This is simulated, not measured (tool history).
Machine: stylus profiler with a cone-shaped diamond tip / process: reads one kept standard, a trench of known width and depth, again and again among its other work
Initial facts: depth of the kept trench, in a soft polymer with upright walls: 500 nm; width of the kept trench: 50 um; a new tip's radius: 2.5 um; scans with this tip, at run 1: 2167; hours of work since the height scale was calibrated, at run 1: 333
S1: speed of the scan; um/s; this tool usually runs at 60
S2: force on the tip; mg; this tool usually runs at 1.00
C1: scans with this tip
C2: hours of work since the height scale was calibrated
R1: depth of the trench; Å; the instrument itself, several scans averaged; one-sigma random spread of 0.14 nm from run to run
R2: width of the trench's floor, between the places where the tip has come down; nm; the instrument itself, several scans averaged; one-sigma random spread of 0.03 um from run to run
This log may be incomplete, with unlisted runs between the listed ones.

Run 1, hour 0.0: usual settings; C1 2167; C2 333. Result: R1 5026.6 Å, R2 46460 nm.
Run 2, hour 16.1: usual settings but S1 88 um/s; C1 2218; C2 341. Result: R1 5026.0 Å, R2 46410 nm.
Run 3, hour 27.1: usual settings but S1 88 um/s; C1 2252; C2 346. Result: R1 5025.8 Å, R2 46380 nm.
Run 4, hour 43.8: usual settings but S1 88 um/s; C1 2304; C2 354. Result: R1 5025.4 Å, R2 46370 nm.
Run 5, hour 56.2: usual settings but S1 88 um/s; C1 2342; C2 360. Result: R1 5025.2 Å, R2 46360 nm.
Run 6, hour 66.2: usual settings but S1 16 um/s; C1 2373; C2 365. Result: R1 5026.1 Å, R2 46580 nm.
Run 7, hour 76.6: usual settings but S1 16 um/s; C1 2406; C2 370. Result: R1 5025.1 Å, R2 46540 nm.
Run 8, hour 87.9: usual settings but S1 16 um/s, S2 0.61 mg; C1 2441; C2 375. Result: R1 5014.0 Å, R2 46540 nm.
Run 9, hour 101.8: usual settings but S1 22 um/s, S2 0.61 mg; C1 2484; C2 382. Result: R1 5014.3 Å, R2 46490 nm.
Run 10, hour 109.8: usual settings but S1 22 um/s, S2 0.61 mg; C1 2509; C2 385. Result: R1 5015.3 Å, R2 46540 nm.
Run 11, hour 118.2: usual settings but S1 212 um/s; C1 2535; C2 389. Result: R1 5028.1 Å, R2 45980 nm.
Run 12, hour 129.7: usual settings but S1 212 um/s; C1 2571; C2 395. Result: R1 5025.7 Å, R2 46010 nm.
Run 13, hour 137.6: usual settings but S1 212 um/s; C1 2595; C2 399. Result: R1 5026.9 Å, R2 45970 nm.
Run 14, hour 152.8: usual settings; C1 2643; C2 406. Result: R1 5025.7 Å, R2 46400 nm.
Run 15, hour 163.0: usual settings; C1 2675; C2 411. Result: R1 5026.8 Å, R2 46400 nm.
Run 16, hour 181.3: usual settings; C1 2732; C2 420. Result: R1 5025.5 Å, R2 46310 nm.
Run 17, hour 195.5: usual settings; C1 2775; C2 426. Result: R1 5024.1 Å, R2 46380 nm.
Run 18, hour 209.5: usual settings; C1 2819; C2 433. Result: R1 5025.3 Å, R2 46360 nm.
Run 19, hour 219.4: usual settings but S2 0.78 mg; C1 2850; C2 438. Result: R1 5017.4 Å, R2 46430 nm.
Run 20, hour 236.0: usual settings but S2 0.78 mg; C1 2901; C2 446. Result: R1 5019.7 Å, R2 46320 nm.
Run 21, hour 254.0: usual settings but S2 0.78 mg; C1 2957; C2 454. Result: R1 5015.0 Å, R2 46320 nm.
Run 22, hour 271.3: usual settings but S2 0.78 mg; C1 3012; C2 463. Result: R1 5016.9 Å, R2 46280 nm.
Run 23, hour 286.8: usual settings but S2 1.20 mg; C1 3060; C2 470. Result: R1 5028.6 Å, R2 46330 nm.
Run 24, hour 303.4: usual settings but S2 1.20 mg; C1 3111; C2 478. Result: R1 5027.5 Å, R2 46310 nm.
Run 25, hour 314.4: usual settings but S1 28 um/s, S2 1.42 mg; C1 3145; C2 483. Result: R1 5035.0 Å, R2 46410 nm.
Run 26, hour 329.4: usual settings but S1 28 um/s, S2 1.42 mg; C1 3192; C2 490. Result: R1 5035.1 Å, R2 46430 nm.
Run 27, hour 341.2: usual settings but S2 2.33 mg; C1 3229; C2 496. Result: R1 5050.4 Å, R2 46350 nm.
Run 28, hour 356.2: usual settings but S1 36 um/s, S2 0.84 mg; C1 3275; C2 503. Result: R1 5018.6 Å, R2 46340 nm.
Run 29, hour 367.1: usual settings but S1 71 um/s, S2 1.26 mg; C1 3310; C2 508. Result: R1 5029.9 Å, R2 46270 nm.
Run 30, hour 383.4: usual settings but S1 101 um/s, S2 2.23 mg; C1 3360; C2 516. Result: R1 5049.7 Å, R2 46270 nm.
Run 31, hour 394.3: usual settings but S1 195 um/s, S2 0.77 mg; C1 3394; C2 521. Result: R1 5017.2 Å, R2 45820 nm.
Run 32, hour 403.4: usual settings but S1 20 um/s, S2 1.43 mg; C1 3422; C2 526. Result: R1 5033.9 Å, R2 46320 nm.
Run 33, hour 421.0: usual settings but S1 20 um/s, S2 1.43 mg; C1 3477; C2 534. Result: R1 5033.5 Å, R2 46420 nm.
Run 34, hour 435.3: usual settings but S2 2.09 mg; C1 3522; C2 541. Result: R1 5044.6 Å, R2 46300 nm.
Run 35, hour 452.2: usual settings but S2 2.09 mg; C1 3574; C2 549. Result: R1 5045.7 Å, R2 46310 nm.
Run 36, hour 469.4: usual settings but S2 2.09 mg; C1 3628; C2 557. Result: R1 5045.1 Å, R2 46290 nm.
Run 37, hour 485.6: usual settings but S1 215 um/s, S2 2.45 mg; C1 3678; C2 565. Result: R1 5053.3 Å, R2 46000 nm.
Run 38, hour 499.2: usual settings but S1 42 um/s, S2 1.42 mg; C1 3720; C2 571. Result: R1 5032.5 Å, R2 46280 nm.
Run 39, hour 514.9: usual settings but S1 116 um/s, S2 2.50 mg; C1 3769; C2 579. Result: R1 5052.4 Å, R2 46160 nm.
Run 40, hour 523.4: usual settings but S1 31 um/s, S2 0.83 mg; C1 3796; C2 583. Result: R1 5014.9 Å, R2 46260 nm.
Run 41, hour 535.8: usual settings but S1 238 um/s, S2 0.90 mg; C1 3834; C2 589. Result: R1 5020.0 Å, R2 45660 nm.
Run 42, hour 553.8: usual settings but S1 214 um/s; C1 3890; C2 598. Result: R1 5023.0 Å, R2 45740 nm.
Run 43, hour 562.4: usual settings but S1 49 um/s, S2 2.68 mg; C1 3917; C2 602. Result: R1 5055.8 Å, R2 46290 nm.
Run 44, hour 574.7: usual settings but S1 49 um/s, S2 2.68 mg; C1 3955; C2 608. Result: R1 5055.1 Å, R2 46270 nm.

Consider 3 possible next runs. They are alternatives, not a sequence: every one starts from the tool as it was left by run 44. What does each give?
Run A, hour 589.0: usual settings but S1 37 um/s, S2 1.95 mg; C1 4000; C2 614. Result: R1 ?, R2 ?.
Run B, hour 589.0: usual settings but S1 81 um/s; C1 4000; C2 614. Result: R1 ?, R2 ?.
Run C, hour 589.0: usual settings but S1 75 um/s; C1 4000; C2 614. Result: R1 ?, R2 ?.

run      R1     R2
  A  5041.8  46270
  B  5018.4  46080
  C  5022.5  46110
Without the tool's unlogged condition, the same runs would have read:
run      R1     R2
  A  5058.5  46930
  B  5035.0  46730
  C  5039.0  46760
